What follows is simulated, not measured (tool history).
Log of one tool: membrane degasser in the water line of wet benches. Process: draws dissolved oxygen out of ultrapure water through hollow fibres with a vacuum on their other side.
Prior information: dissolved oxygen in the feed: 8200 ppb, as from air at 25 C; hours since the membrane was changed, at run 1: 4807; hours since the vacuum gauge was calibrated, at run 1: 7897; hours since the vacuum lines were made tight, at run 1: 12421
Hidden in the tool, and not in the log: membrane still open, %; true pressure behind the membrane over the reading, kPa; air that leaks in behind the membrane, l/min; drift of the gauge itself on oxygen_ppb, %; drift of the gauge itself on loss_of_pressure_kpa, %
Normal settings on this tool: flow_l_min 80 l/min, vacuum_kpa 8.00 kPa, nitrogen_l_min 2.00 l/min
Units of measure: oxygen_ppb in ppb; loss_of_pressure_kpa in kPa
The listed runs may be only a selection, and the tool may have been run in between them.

run,hour,flow_l_min,vacuum_kpa,nitrogen_l_min,hours since the membrane was changed,hours since the vacuum gauge was calibrated,hours since the vacuum lines were made tight,oxygen_ppb,loss_of_pressure_kpa
1,0.0,80,8.00,2.00,4807,7897,12421,483.5,70.93
2,90.9,80,8.00,2.00,4898,7988,12512,480.4,71.31
3,204.6,80,8.00,2.00,5012,8102,12626,483.8,71.15
4,308.5,80,8.00,2.00,5116,8206,12729,490.4,71.25
5,449.9,80,8.00,2.98,5257,8347,12871,374.1,71.06
6,537.5,80,8.00,2.98,5345,8435,12958,382.3,70.83
7,667.6,80,8.00,2.43,5475,8565,13088,428.8,71.38
8,767.2,80,8.00,2.79,5574,8664,13188,394.8,71.36
# hour 847.5: seals of the vacuum lines changed
9,911.8,80,8.00,2.00,5717,8807,64,494.1,71.51
# hour 963.0: vacuum gauge calibrated
10,1037.2,58,8.00,2.00,5842,74,189,306.3,52.02
11,1173.9,113,8.00,2.00,5979,211,326,707.9,99.89
12,1265.4,113,8.00,2.00,6070,302,417,703.7,100.43
13,1413.8,80,8.00,2.00,6218,451,566,443.9,70.94
14,1511.9,80,8.00,2.00,6316,549,664,454.9,71.58
15,1604.4,80,8.00,4.41,6409,641,756,276.8,71.41
16,1725.8,80,8.00,4.41,6530,763,878,276.1,71.61
17,1849.9,80,8.00,4.41,6654,887,1002,279.1,71.38
18,1926.6,80,8.00,4.41,6731,964,1079,281.7,71.33
19,2045.0,67,8.00,3.92,6850,1082,1197,227.1,60.17
20,2111.2,80,14.11,2.00,6916,1148,1263,876.5,72.34
21,2175.6,80,13.89,1.02,6980,1213,1328,1324.6,72.01
22,2284.4,111,5.16,4.37,7089,1321,1436,348.9,99.55
23,2347.9,51,13.75,4.37,7153,1385,1500,294.7,45.80

Forecast run 24:
24,2447.5,51,13.75,4.37,7252,1485,1600,?,?

oxygen_ppb: 293.1 ppb
loss_of_pressure_kpa: 45.57 kPa
On a tool with no hidden condition, and with the same random variation, this run would have come out at oxygen_ppb 288.7 ppb, loss_of_pressure_kpa 44.25 kPa.
